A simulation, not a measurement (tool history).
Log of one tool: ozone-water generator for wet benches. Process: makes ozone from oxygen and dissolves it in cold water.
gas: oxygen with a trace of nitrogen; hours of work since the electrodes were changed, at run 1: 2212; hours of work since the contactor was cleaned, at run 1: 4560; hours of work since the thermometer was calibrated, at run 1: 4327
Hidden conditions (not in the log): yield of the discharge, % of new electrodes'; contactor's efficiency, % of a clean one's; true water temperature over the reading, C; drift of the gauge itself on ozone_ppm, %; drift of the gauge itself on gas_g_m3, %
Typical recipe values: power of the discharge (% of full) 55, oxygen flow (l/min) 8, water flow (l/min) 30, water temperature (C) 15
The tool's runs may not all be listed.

run    hour  power of the discharge (% of full)  oxygen flow (l/min)  water flow (l/min)  water temperature (C)  hours of work since the electrodes were changed  hours of work since the contactor was cleaned  hours of work since the thermometer was calibrated  dissolved ozone (ppm)  ozone in the gas ahead of the water (g/m3)
  1       0                                  55                    8                  30                     15                                             2212                                           4560                                                4327                   21.7                                       195.8
  2   174.1                                  55                    8                  30                     15                                             2338                                           4686                                                4454                   21.8                                       193.8
  3   251.2                                  55                    8                  30                     15                                             2394                                           4742                                                4510                   21.7                                       193.8
      294.8  -- contactor cleaned
  4   361.9                                  97                    8                  30                     15                                             2472                                             49                                                4587                   35.1                                       288.7
  5   464.8                                  97                    8                  30                     15                                             2546                                            123                                                4662                   34.7                                       285.8
      481.7  -- water thermometer calibrated
  6   577.8                                  97                    8                  30                     15                                             2628                                            205                                                  70                   34.3                                       283.4
  7   731.6                                  55                    8                  30                     15                                             2740                                            317                                                 182                   22.7                                       188.2
  8   892.4                                  55                11.19                  31                     15                                             2857                                            434                                                 298                   21.7                                       154.2
      954.9  -- water thermometer calibrated, once more
  9  1003.9                                  50                    8                  33                     20                                             2937                                            514                                                  36                   18.4                                       176.2
 10  1099.2                                  50                    8                  33                     20                                             3006                                            584                                                 105                   18.2                                       177.9
 11  1228.6                                  50                    8                  30                     10                                             3101                                            678                                                 199                   22.7                                       177.8
 12  1319.7                                  50                    8                  30                     18                                             3167                                            744                                                 265                   20.5                                       176.5
 13  1444.7                                  55                    8                  30                     11                                             3257                                            834                                                 356                   23.3                                       184.9
 14  1590.4                                  41                  9.4                  23                      8                                             3363                                            940                                                 462                   24.7                                       138.7

A few steps of dissolved ozone (ppm) between consecutive runs. Split each: what settings, incoming material and random variation would produce without the hidden state, and what is left over for the hidden state, along with gauge scatter present in only one of the two compared results (measured, and without hidden state):
Run 3 -> 4: power of the discharge (% of full) 55 -> 97, contactor cleaned. dissolved ozone (ppm) +13.4: hidden state -1.5, all else +14.9.
Run 6 -> 7: power of the discharge (% of full) 97 -> 55. dissolved ozone (ppm) -11.6: hidden state +3.2, all else -14.8.

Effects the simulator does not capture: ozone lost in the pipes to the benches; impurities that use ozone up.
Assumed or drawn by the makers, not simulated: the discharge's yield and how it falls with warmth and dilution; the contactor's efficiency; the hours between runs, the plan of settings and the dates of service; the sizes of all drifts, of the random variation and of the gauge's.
